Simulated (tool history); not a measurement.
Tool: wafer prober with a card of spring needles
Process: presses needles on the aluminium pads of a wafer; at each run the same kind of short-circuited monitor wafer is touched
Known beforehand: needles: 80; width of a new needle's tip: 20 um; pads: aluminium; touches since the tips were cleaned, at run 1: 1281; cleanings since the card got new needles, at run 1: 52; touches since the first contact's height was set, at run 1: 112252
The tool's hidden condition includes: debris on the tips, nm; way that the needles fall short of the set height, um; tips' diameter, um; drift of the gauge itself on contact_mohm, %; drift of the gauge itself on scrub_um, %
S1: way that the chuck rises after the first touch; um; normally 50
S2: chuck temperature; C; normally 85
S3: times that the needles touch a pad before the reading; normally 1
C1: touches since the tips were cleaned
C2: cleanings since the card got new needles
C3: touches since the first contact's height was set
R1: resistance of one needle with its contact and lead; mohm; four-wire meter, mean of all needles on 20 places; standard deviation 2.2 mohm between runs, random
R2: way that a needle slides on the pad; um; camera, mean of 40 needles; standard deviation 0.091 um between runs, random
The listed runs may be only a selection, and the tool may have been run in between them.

Run 1, day 0: usual settings; C1 1281; C2 52; C3 112252. Result: R1 329 mohm, R2 11.2 um.
At day 0.088: tips cleaned on abrasive film.
At day 0.262: tips cleaned on abrasive film.
At day 0.438: tips cleaned on abrasive film.
At day 0.658: tips cleaned on abrasive film.
At day 0.875: tips cleaned on abrasive film.
At day 1.092: tips cleaned on abrasive film.
At day 1.267: tips cleaned on abrasive film.
At day 1.483: tips cleaned on abrasive film.
At day 1.658: tips cleaned on abrasive film.
At day 1.875: tips cleaned on abrasive film.
At day 2.05: tips cleaned on abrasive film.
At day 2.267: tips cleaned on abrasive film.
At day 2.488: tips cleaned on abrasive film.
At day 2.662: tips cleaned on abrasive film.
At day 2.758: height of the first contact set anew.
Run 2, day 2.808: usual settings; C1 1444; C2 66; C3 519. Result: R1 356 mohm, R2 10.37 um.
At day 2.854: tips cleaned on abrasive film.
At day 3.071: tips cleaned on abrasive film.
At day 3.246: tips cleaned on abrasive film.
At day 3.462: tips cleaned on abrasive film.
At day 3.679: tips cleaned on abrasive film.
At day 3.854: tips cleaned on abrasive film.
At day 4.075: tips cleaned on abrasive film.
At day 4.292: tips cleaned on abrasive film.
At day 4.467: tips cleaned on abrasive film.
At day 4.683: tips cleaned on abrasive film.
Run 3, day 4.779: usual settings; C1 1052; C2 76; C3 21458. Result: R1 351 mohm, R2 10.11 um.
At day 4.871: tips cleaned on abrasive film.
At day 5.088: tips cleaned on abrasive film.
At day 5.304: tips cleaned on abrasive film.
At day 5.479: tips cleaned on abrasive film.
At day 5.654: tips cleaned on abrasive film.
At day 5.871: tips cleaned on abrasive film.
At day 6.046: tips cleaned on abrasive film.
At day 6.262: tips cleaned on abrasive film.
Run 4, day 6.358: usual settings; C1 1023; C2 84; C3 38203. Result: R1 353 mohm, R2 9.93 um.
At day 6.45: tips cleaned on abrasive film.
At day 6.621: tips cleaned on abrasive film.
At day 6.842: tips cleaned on abrasive film.
At day 7.017: tips cleaned on abrasive film.
At day 7.192: tips cleaned on abrasive film.
At day 7.408: tips cleaned on abrasive film.
At day 7.625: tips cleaned on abrasive film.
At day 7.8: tips cleaned on abrasive film.
At day 8.017: tips cleaned on abrasive film.
At day 8.233: tips cleaned on abrasive film.
At day 8.454: tips cleaned on abrasive film.
At day 8.625: tips cleaned on abrasive film.
Run 5, day 8.758: usual settings but S2 87 C; C1 1427; C2 96; C3 63674. Result: R1 377 mohm, R2 9.81 um.
At day 8.804: tips cleaned on abrasive film.
At day 8.979: tips cleaned on abrasive film.
At day 9.2: tips cleaned on abrasive film.
At day 9.417: tips cleaned on abrasive film.
At day 9.592: tips cleaned on abrasive film.
At day 9.808: tips cleaned on abrasive film.
At day 9.983: tips cleaned on abrasive film.
At day 10.158: tips cleaned on abrasive film.
At day 10.375: tips cleaned on abrasive film.
At day 10.55: tips cleaned on abrasive film.
At day 10.725: tips cleaned on abrasive film.
At day 10.942: tips cleaned on abrasive film.
At day 11.117: tips cleaned on abrasive film.
At day 11.292: tips cleaned on abrasive film.
At day 11.508: tips cleaned on abrasive film.
At day 11.683: tips cleaned on abrasive film.
At day 11.9: tips cleaned on abrasive film.
At day 12.121: tips cleaned on abrasive film.
At day 12.338: tips cleaned on abrasive film.
At day 12.512: tips cleaned on abrasive film.
Run 6, day 12.642: usual settings but S2 87 C; C1 1417; C2 116; C3 104861. Result: R1 391 mohm, R2 9.32 um.
At day 12.688: tips cleaned on abrasive film.
At day 12.908: tips cleaned on abrasive film.
At day 13.083: tips cleaned on abrasive film.
At day 13.3: tips cleaned on abrasive film.
At day 13.517: tips cleaned on abrasive film.
At day 13.692: tips cleaned on abrasive film.
At day 13.908: tips cleaned on abrasive film.
At day 14.125: tips cleaned on abrasive film.
At day 14.342: tips cleaned on abrasive film.
At day 14.517: tips cleaned on abrasive film.
Run 7, day 14.542: usual settings but S1 54 um; C1 265; C2 126; C3 125008. Result: R1 298 mohm, R2 10.09 um.
At day 14.717: tips cleaned on abrasive film.
At day 14.933: tips cleaned on abrasive film.
At day 15.108: tips cleaned on abrasive film.
At day 15.329: tips cleaned on abrasive film.
At day 15.504: tips cleaned on abrasive film.
At day 15.721: tips cleaned on abrasive film.
At day 15.938: tips cleaned on abrasive film.
At day 16.079: height of the first contact set anew.
At day 16.125: tips cleaned on abrasive film.
At day 16.3: tips cleaned on abrasive film.
At day 16.517: tips cleaned on abrasive film.
At day 16.733: tips cleaned on abrasive film.
Run 8, day 16.771: usual settings but S2 28 C; C1 410; C2 137; C3 7345. Result: R1 269 mohm, R2 12.17 um.
At day 16.946: tips cleaned on abrasive film.
At day 17.162: tips cleaned on abrasive film.
At day 17.338: tips cleaned on abrasive film.
At day 17.558: tips cleaned on abrasive film.
At day 17.775: tips cleaned on abrasive film.
At day 17.992: tips cleaned on abrasive film.
At day 18.208: tips cleaned on abrasive film.
At day 18.383: tips cleaned on abrasive film.
At day 18.558: tips cleaned on abrasive film.
At day 18.775: tips cleaned on abrasive film.
At day 18.996: tips cleaned on abrasive film.
At day 19.212: tips cleaned on abrasive film.
At day 19.388: tips cleaned on abrasive film.
Run 9, day 19.392: usual settings but S2 104 C; C1 76; C2 150; C3 35164. Result: R1 274 mohm, R2 11.76 um.
At day 19.567: tips cleaned on abrasive film.
At day 19.742: tips cleaned on abrasive film.
At day 19.958: tips cleaned on abrasive film.
At day 20.133: tips cleaned on abrasive film.
At day 20.308: tips cleaned on abrasive film.
At day 20.529: tips cleaned on abrasive film.
At day 20.583: height of the first contact set anew, once more.
At day 20.717: tips cleaned on abrasive film.
At day 20.933: tips cleaned on abrasive film.
At day 21.108: tips cleaned on abrasive film.
At day 21.283: tips cleaned on abrasive film.
At day 21.5: tips cleaned on abrasive film.
At day 21.675: tips cleaned on abrasive film.
At day 21.892: tips cleaned on abrasive film.
At day 22.067: tips cleaned on abrasive film.
At day 22.283: tips cleaned on abrasive film.
At day 22.5: tips cleaned on abrasive film.
At day 22.675: tips cleaned on abrasive film.
At day 22.85: tips cleaned on abrasive film.
At day 23.067: tips cleaned on abrasive film.
At day 23.288: tips cleaned on abrasive film.
Run 10, day 23.308: usual settings but S2 104 C; C1 231; C2 170; C3 28899. Result: R1 289 mohm, R2 11.83 um.
At day 23.483: tips cleaned on abrasive film.
At day 23.7: tips cleaned on abrasive film.
At day 23.917: tips cleaned on abrasive film.
At day 24.133: tips cleaned on abrasive film.
At day 24.35: tips cleaned on abrasive film.
At day 24.525: tips cleaned on abrasive film.
At day 24.7: tips cleaned on abrasive film.
At day 24.921: tips cleaned on abrasive film.
At day 25.096: tips cleaned on abrasive film.
At day 25.271: tips cleaned on abrasive film.
At day 25.442: tips cleaned on abrasive film.
At day 25.662: tips cleaned on abrasive film.
At day 25.879: tips cleaned on abrasive film.
At day 26.096: tips cleaned on abrasive film.
Run 11, day 26.096: usual settings but S1 56 um, S3 2; C1 0; C2 184; C3 58473. Result: R1 250 mohm, R2 13.04 um.
At day 26.271: tips cleaned on abrasive film.
At day 26.488: tips cleaned on abrasive film.
At day 26.662: tips cleaned on abrasive film.
At day 26.879: tips cleaned on abrasive film.
At day 27.054: tips cleaned on abrasive film.
At day 27.229: tips cleaned on abrasive film.
At day 27.446: tips cleaned on abrasive film.
At day 27.621: tips cleaned on abrasive film.
At day 27.796: tips cleaned on abrasive film.
At day 28.012: tips cleaned on abrasive film.
At day 28.188: tips cleaned on abrasive film.
At day 28.404: tips cleaned on abrasive film.
At day 28.625: tips cleaned on abrasive film.
At day 28.842: tips cleaned on abrasive film.
Run 12, day 28.971: usual settings but S1 68 um; C1 1433; C2 198; C3 89036. Result: R1 305 mohm, R2 15.47 um.
At day 29.021: tips cleaned on abrasive film.
At day 29.238: tips cleaned on abrasive film.
At day 29.454: tips cleaned on abrasive film.
At day 29.629: tips cleaned on abrasive film.
At day 29.846: tips cleaned on abrasive film.
At day 30.021: tips cleaned on abrasive film.
At day 30.196: tips cleaned on abrasive film.
At day 30.412: tips cleaned on abrasive film.
At day 30.633: tips cleaned on abrasive film.
At day 30.85: tips cleaned on abrasive film.
At day 31.025: tips cleaned on abrasive film.
At day 31.242: tips cleaned on abrasive film.
At day 31.458: tips cleaned on abrasive film.
At day 31.675: tips cleaned on abrasive film.
At day 31.896: tips cleaned on abrasive film.
At day 32.112: tips cleaned on abrasive film.
At day 32.288: tips cleaned on abrasive film.
At day 32.504: tips cleaned on abrasive film.
Run 13, day 32.629: usual settings but S1 68 um, S2 102 C; C1 1358; C2 216; C3 127851. Result: R1 323 mohm, R2 15.37 um.
At day 32.717: tips cleaned on abrasive film.
At day 32.892: tips cleaned on abrasive film.
At day 33.067: tips cleaned on abrasive film.
At day 33.242: tips cleaned on abrasive film.
At day 33.462: tips cleaned on abrasive film.
At day 33.679: tips cleaned on abrasive film.
At day 33.854: tips cleaned on abrasive film.
At day 33.908: height of the first contact set anew.
At day 34.083: tips cleaned on abrasive film.
At day 34.258: tips cleaned on abrasive film.
At day 34.433: tips cleaned on abrasive film.
At day 34.65: tips cleaned on abrasive film.
Run 14, day 34.65: usual settings but S1 68 um, S2 102 C; C1 10; C2 227; C3 7870. Result: R1 257 mohm, R2 16.62 um.
At day 34.867: tips cleaned on abrasive film.
At day 35.083: tips cleaned on abrasive film.
At day 35.304: tips cleaned on abrasive film.
At day 35.479: tips cleaned on abrasive film.
At day 35.696: tips cleaned on abrasive film.
At day 35.912: tips cleaned on abrasive film.
At day 36.129: tips cleaned on abrasive film.
At day 36.346: tips cleaned on abrasive film.
At day 36.562: tips cleaned on abrasive film.
At day 36.783: tips cleaned on abrasive film.
At day 36.958: tips cleaned on abrasive film.
At day 37.175: tips cleaned on abrasive film.
At day 37.35: tips cleaned on abrasive film.
At day 37.567: tips cleaned on abrasive film.
At day 37.742: tips cleaned on abrasive film.
At day 37.958: tips cleaned on abrasive film.
At day 38.175: tips cleaned on abrasive film.
At day 38.396: tips cleaned on abrasive film.
Run 15, day 38.5: usual settings but S1 35 um, S2 68 C; C1 1130; C2 245; C3 48754. Result: R1 463 mohm, R2 8.15 um.

Measured less the same run without the tool's hidden state. The same run-to-run variation is in both; the gauge's scatter may not be:
run    R1     R2
  1   +84  -1.12
  2  +112  -1.86
  3  +106  -2.06
  4  +111  -2.21
  5  +134  -2.46
  6  +147  -2.91
  7   +55  -3.16
  8   +42  -0.08
  9   +24  -0.38
 10   +39   -0.3
 11   +13  -0.61
 12   +69   -0.9
 13   +78  -1.32
 14   +17  -0.09
 15  +208   -0.5
